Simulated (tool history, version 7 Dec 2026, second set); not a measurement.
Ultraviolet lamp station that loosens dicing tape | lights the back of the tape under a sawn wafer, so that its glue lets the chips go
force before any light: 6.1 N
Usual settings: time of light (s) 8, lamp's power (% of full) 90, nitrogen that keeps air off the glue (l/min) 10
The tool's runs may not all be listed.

run	hour	time of light (s)	lamp's power (% of full)	nitrogen that keeps air off the glue (l/min)	force that peels the tape off (N)	light that reached the tape (mJ/cm²)
1	0.0	8	90	10	0.909	434
2	59.5	8	90	10	0.957	426
3	98.2	8	90	13	0.884	419
4	156.5	8	90	13	0.930	411
5	217.7	8	90	13	0.928	397
# hour 234.5: window cleaned of glue's vapour
6	272.2	8	90	13	1.049	385
7	310.7	8	90	13	1.049	383
8	345.4	5	90	13	2.030	237
9	382.3	5	90	13	2.012	227
10	419.3	5	90	13	2.033	229
# hour 462.6: lamp changed
11	482.9	8	80	10	1.033	408
# hour 496.2: window cleaned of glue's vapour, once more
12	547.7	6	61	10	1.827	275
13	612.2	14	63	10	0.407	638
14	685.4	8	84	10	0.755	480
15	736.7	8	84	10	0.819	472
16	773.2	11	90	10	0.356	682
17	803.5	8	79	10	0.912	436
18	875.4	8	79	10	0.982	424

3 ways to go on from here, each from the tool as it stands after run 18. What would each give?
A	925.1	16	96	5	?	?
B	925.1	11	78	5	?	?
C	925.1	8	79	6	?	?

run	force that peels the tape off (N)	light that reached the tape (mJ/cm²)
A	0.237	1022
B	0.784	566
C	1.227	418
Without the tool's hidden state the same runs would have given:
run	force that peels the tape off (N)	light that reached the tape (mJ/cm²)
A	0.178	1191
B	0.577	660
C	0.955	488
